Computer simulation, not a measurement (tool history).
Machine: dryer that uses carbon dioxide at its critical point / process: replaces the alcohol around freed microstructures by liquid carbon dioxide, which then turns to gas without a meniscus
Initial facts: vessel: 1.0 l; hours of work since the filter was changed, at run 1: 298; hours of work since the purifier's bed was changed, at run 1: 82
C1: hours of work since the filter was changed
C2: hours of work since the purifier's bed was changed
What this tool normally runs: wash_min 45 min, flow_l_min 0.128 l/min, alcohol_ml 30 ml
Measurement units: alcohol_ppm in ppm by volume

Run 1, hour 0: usual settings; C1 298; C2 82. Result: alcohol_ppm 170 ppm by volume.
Run 2, hour 18.6: usual settings; C1 308; C2 92. Result: alcohol_ppm 171 ppm by volume.
Run 3, hour 33.6: usual settings but wash_min 41 min; C1 316; C2 100. Result: alcohol_ppm 279 ppm by volume.
Run 4, hour 49.3: usual settings; C1 324; C2 108. Result: alcohol_ppm 187 ppm by volume.
Run 5, hour 69.3: usual settings; C1 334; C2 118. Result: alcohol_ppm 199 ppm by volume.
Run 6, hour 88.2: usual settings; C1 344; C2 128. Result: alcohol_ppm 186 ppm by volume.
Run 7, hour 102.5: usual settings but flow_l_min 0.119 l/min; C1 352; C2 136. Result: alcohol_ppm 262 ppm by volume.
Run 8, hour 114.2: usual settings but flow_l_min 0.119 l/min; C1 358; C2 142. Result: alcohol_ppm 283 ppm by volume.
Run 9, hour 124: usual settings; C1 363; C2 147. Result: alcohol_ppm 204 ppm by volume.
Run 10, hour 138.2: usual settings; C1 370; C2 154. Result: alcohol_ppm 218 ppm by volume.
Run 11, hour 150.3: usual settings; C1 377; C2 161. Result: alcohol_ppm 202 ppm by volume.
Run 12, hour 169.6: usual settings but flow_l_min 0.09 l/min, alcohol_ml 35 ml; C1 387; C2 171. Result: alcohol_ppm 959 ppm by volume.
Run 13, hour 186.2: usual settings but wash_min 48 min, alcohol_ml 51 ml; C1 396; C2 180. Result: alcohol_ppm 265 ppm by volume.
Run 14, hour 205.2: usual settings but wash_min 39 min, flow_l_min 0.103 l/min, alcohol_ml 32 ml; C1 406; C2 190. Result: alcohol_ppm 956 ppm by volume.
Run 15, hour 213.4: usual settings but wash_min 39 min, flow_l_min 0.103 l/min, alcohol_ml 32 ml; C1 410; C2 194. Result: alcohol_ppm 941 ppm by volume.
Run 16, hour 229.1: usual settings but wash_min 39 min, flow_l_min 0.215 l/min, alcohol_ml 26 ml; C1 418; C2 202. Result: alcohol_ppm 61 ppm by volume.
Run 17, hour 239.6: usual settings but wash_min 31 min; C1 424; C2 208. Result: alcohol_ppm 936 ppm by volume.
Run 18, hour 248.6: usual settings but flow_l_min 0.13 l/min, alcohol_ml 34 ml; C1 428; C2 212. Result: alcohol_ppm 236 ppm by volume.
Run 19, hour 258.4: usual settings but flow_l_min 0.123 l/min, alcohol_ml 102 ml; C1 433; C2 217. Result: alcohol_ppm 834 ppm by volume.
Run 20, hour 270.7: usual settings but flow_l_min 0.123 l/min, alcohol_ml 102 ml; C1 440; C2 224. Result: alcohol_ppm 857 ppm by volume.
Run 21, hour 285.5: usual settings but wash_min 47 min, flow_l_min 0.162 l/min, alcohol_ml 101 ml; C1 448; C2 232. Result: alcohol_ppm 179 ppm by volume.

Had the tool no unlogged condition, and each run kept its random variation, what would the results have been?
What the log doesn't record here: flow that reaches the vessel past the clogged filter, %; alcohol in the recycled carbon dioxide, ppm; drift of the gauge itself on alcohol_ppm, %.
run  alcohol_ppm
  1          104
  2          102
  3          182
  4          113
  5          118
  6          106
  7          156
  8          173
  9          113
 10          120
 11          108
 12          654
 13          140
 14          644
 15          633
 16           18
 17          624
 18          118
 19          470
 20          481
 21           68
